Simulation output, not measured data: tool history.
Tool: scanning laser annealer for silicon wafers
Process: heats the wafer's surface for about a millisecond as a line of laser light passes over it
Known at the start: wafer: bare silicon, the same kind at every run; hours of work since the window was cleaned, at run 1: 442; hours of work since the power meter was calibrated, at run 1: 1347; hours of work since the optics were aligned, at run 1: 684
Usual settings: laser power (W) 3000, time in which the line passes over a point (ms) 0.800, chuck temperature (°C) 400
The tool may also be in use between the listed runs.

| run | hour | laser power (W) | time in which the line passes over a point (ms) | chuck temperature (°C) | hours of work since the window was cleaned | hours of work since the power meter was calibrated | hours of work since the optics were aligned | highest temperature of the surface (°C) |
|---|---|---|---|---|---|---|---|---|
| 1 | 0.0 | 3000 | 0.800 | 400 | 442 | 1347 | 684 | 1137 |
| 2 | 57.9 | 3000 | 0.800 | 400 | 465 | 1370 | 707 | 1138 |
| 3 | 107.2 | 3000 | 0.632 | 400 | 485 | 1390 | 727 | 1063 |
| 4 | 159.3 | 3000 | 0.632 | 400 | 506 | 1411 | 748 | 1062 |
| 5 | 240.8 | 3000 | 0.632 | 400 | 539 | 1444 | 781 | 1059 |
| 6 | 283.4 | 3000 | 0.632 | 400 | 556 | 1461 | 798 | 1058 |
| 7 | 329.8 | 3000 | 0.800 | 400 | 575 | 1480 | 817 | 1125 |
| 8 | 395.8 | 3000 | 0.889 | 400 | 601 | 1506 | 843 | 1157 |
|  | 408.6 | optics aligned, line set to its width |
| 9 | 461.1 | 3000 | 0.800 | 428 | 626 | 1531 | 21 | 1149 |
|  | 483.3 | window over the wafer cleaned |
| 10 | 537.6 | 3000 | 0.873 | 428 | 22 | 1561 | 51 | 1223 |
| 11 | 619.3 | 3000 | 0.738 | 428 | 55 | 1593 | 84 | 1168 |
| 12 | 712.8 | 3229 | 0.800 | 382 | 92 | 1631 | 122 | 1208 |
| 13 | 760.9 | 3135 | 0.784 | 400 | 112 | 1650 | 141 | 1190 |
| 14 | 855.4 | 2691 | 0.599 | 409 | 150 | 1688 | 179 | 1007 |
|  | 883.6 | optics aligned, line set to its width, once more |
| 15 | 926.0 | 2691 | 0.599 | 409 | 176 | 1715 | 17 | 1014 |
| 16 | 971.1 | 3000 | 0.573 | 380 | 194 | 1733 | 35 | 1040 |
| 17 | 1029.4 | 2944 | 0.800 | 423 | 218 | 1756 | 59 | 1168 |
| 18 | 1100.8 | 2603 | 0.665 | 423 | 247 | 1785 | 87 | 1028 |
| 19 | 1172.5 | 3018 | 0.641 | 379 | 275 | 1814 | 116 | 1067 |
| 20 | 1217.0 | 3018 | 0.641 | 439 | 293 | 1832 | 134 | 1131 |

4 ways to go on from here, each from the tool as it stands after run 20. What would each give?
| A | 1311.4 | 2610 | 0.641 | 439 | 331 | 1870 | 172 | ? |
| B | 1311.4 | 3219 | 0.960 | 431 | 331 | 1870 | 172 | ? |
| C | 1311.4 | 3113 | 0.562 | 394 | 331 | 1870 | 172 | ? |
| D | 1311.4 | 3000 | 0.848 | 360 | 331 | 1870 | 172 | ? |

| run | highest temperature of the surface (°C) |
|---|---|
| A | 1029 |
| B | 1300 |
| C | 1066 |
| D | 1127 |
Without the tool's hidden state the same runs would have given:
| run | highest temperature of the surface (°C) |
|---|---|
| A | 1060 |
| B | 1345 |
| C | 1101 |
| D | 1166 |
